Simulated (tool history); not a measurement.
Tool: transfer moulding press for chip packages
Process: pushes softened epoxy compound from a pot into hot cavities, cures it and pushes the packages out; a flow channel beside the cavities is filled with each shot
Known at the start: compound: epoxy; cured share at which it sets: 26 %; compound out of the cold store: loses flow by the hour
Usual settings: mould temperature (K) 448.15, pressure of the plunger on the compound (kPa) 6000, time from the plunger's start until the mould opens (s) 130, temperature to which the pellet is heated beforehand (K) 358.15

run	day	mould temperature (K)	pressure of the plunger on the compound (kPa)	time from the plunger's start until the mould opens (s)	temperature to which the pellet is heated beforehand (K)	incoming compound's hours out of the cold store	length that the compound runs in the flow channel (mm)	greatest force on the pins that push the packages out (N)
1	0.000	448.15	6000	130	358.15	38.1	508	572
2	0.188	448.15	6000	130	359.15	31.3	531	604
3	0.471	455.15	6000	130	358.15	21.2	558	569
4	0.700	455.15	6000	130	358.15	31.9	517	581
5	1.071	448.15	6000	130	358.15	10.1	623	669
# day 1.179: cavities cleaned with cleaning compound and waxed
6	1.392	448.15	6000	130	358.15	35.9	513	886
7	1.750	448.15	6000	151	358.15	35.8	515	767
8	2.075	448.15	6000	151	358.15	24.4	552	779
9	2.438	448.15	6000	150	358.15	25.6	551	772
10	2.600	448.15	6000	150	358.15	43.9	486	775
11	2.754	448.15	6000	130	350.15	36.5	514	776
# day 2.958: cavities cleaned with cleaning compound and waxed, once more
12	3.200	448.15	6000	130	350.15	30.9	525	401
13	3.575	448.15	6000	130	350.15	15.1	587	471
14	3.917	448.15	6000	130	350.15	8.0	621	548
15	4.188	448.15	6000	139	351.15	34.6	519	547
16	4.538	445.15	6210	138	356.15	26.0	569	617
17	4.721	448.15	7040	115	350.15	25.4	593	692
18	5.050	448.15	4560	119	350.15	34.9	451	702
19	5.254	447.15	6000	130	365.15	22.8	564	641
# day 5.633: cavities cleaned with cleaning compound and waxed
20	5.671	447.15	6000	130	365.15	14.1	589	397
21	5.850	451.15	6570	130	353.15	29.1	554	394
22	6.196	449.15	4740	110	368.15	26.2	482	527
23	6.550	449.15	4740	110	368.15	24.9	487	574
24	6.750	456.15	6780	157	355.15	10.1	622	516
25	6.950	456.15	6780	115	350.15	36.4	520	512
26	7.200	456.15	6780	115	350.15	34.5	526	564
27	7.471	456.15	6780	115	350.15	25.8	569	593
28	7.692	456.15	6780	115	350.15	26.8	546	603

5 ways to go on from here, each from the tool as it stands after run 28. What would each give?
A	7.888	450.15	6000	130	365.15	37.1	?	?
B	7.888	456.15	6780	136	348.15	14.7	?	?
C	7.888	440.15	6910	115	362.15	22.8	?	?
D	7.888	445.15	6780	115	367.15	30.1	?	?
E	7.888	456.15	5700	123	350.15	10.6	?	?

run	length that the compound runs in the flow channel (mm)	greatest force on the pins that push the packages out (N)
A	499	605
B	607	605
C	609	1198
D	565	787
E	571	626
Without the tool's hidden state the same runs would have given:
run	length that the compound runs in the flow channel (mm)	greatest force on the pins that push the packages out (N)
A	510	343
B	622	345
C	624	690
D	579	450
E	585	356
